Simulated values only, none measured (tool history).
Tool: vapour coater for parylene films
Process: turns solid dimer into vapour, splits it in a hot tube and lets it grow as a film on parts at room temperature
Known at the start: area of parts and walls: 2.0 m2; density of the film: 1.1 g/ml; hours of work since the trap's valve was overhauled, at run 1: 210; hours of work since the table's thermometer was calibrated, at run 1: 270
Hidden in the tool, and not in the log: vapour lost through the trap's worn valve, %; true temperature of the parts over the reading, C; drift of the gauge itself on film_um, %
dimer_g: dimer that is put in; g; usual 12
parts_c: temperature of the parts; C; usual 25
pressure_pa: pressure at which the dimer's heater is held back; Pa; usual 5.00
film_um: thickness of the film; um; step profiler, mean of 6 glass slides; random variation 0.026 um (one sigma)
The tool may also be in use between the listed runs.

run    day  dimer_g  parts_c  pressure_pa  hours of work since the trap's valve was overhauled  hours of work since the table's thermometer was calibrated  film_um
  1  0.000       12       25         5.00                                                  210                                                         270     2.77
  2  0.479       12       25         5.00                                                  217                                                         277     2.71
     0.692  -- trap's valve overhauled
  3  1.058       12       25         5.00                                                    5                                                         282     3.12
  4  1.433       12       25         3.67                                                   10                                                         287     3.26
  5  1.771       12       25         3.67                                                   15                                                         292     3.24
  6  2.246       12       25         2.40                                                   21                                                         298     3.39
  7  2.788       12       25         2.40                                                   28                                                         306     3.31
  8  3.125       12       25         8.99                                                   33                                                         310     2.91
  9  3.567       12       25         8.99                                                   39                                                         316     2.90
 10  3.904       12       25         8.99                                                   44                                                         321     2.83
 11  4.346       12       25         8.99                                                   50                                                         327     2.84
 12  4.950       12       25         8.99                                                   58                                                         335     2.88
     5.050  -- table's thermometer calibrated
 13  5.317       12       25         8.99                                                   62                                                           4     2.83
 14  5.767       12       19         2.30                                                   68                                                          10     4.12

Run 15 comes next. What will it give?
 15  6.312       11       24         2.49                                                   76                                                          17        ?

film_um: 3.07 um
Without the tool's hidden state the same run would have given film_um 3.16 um.

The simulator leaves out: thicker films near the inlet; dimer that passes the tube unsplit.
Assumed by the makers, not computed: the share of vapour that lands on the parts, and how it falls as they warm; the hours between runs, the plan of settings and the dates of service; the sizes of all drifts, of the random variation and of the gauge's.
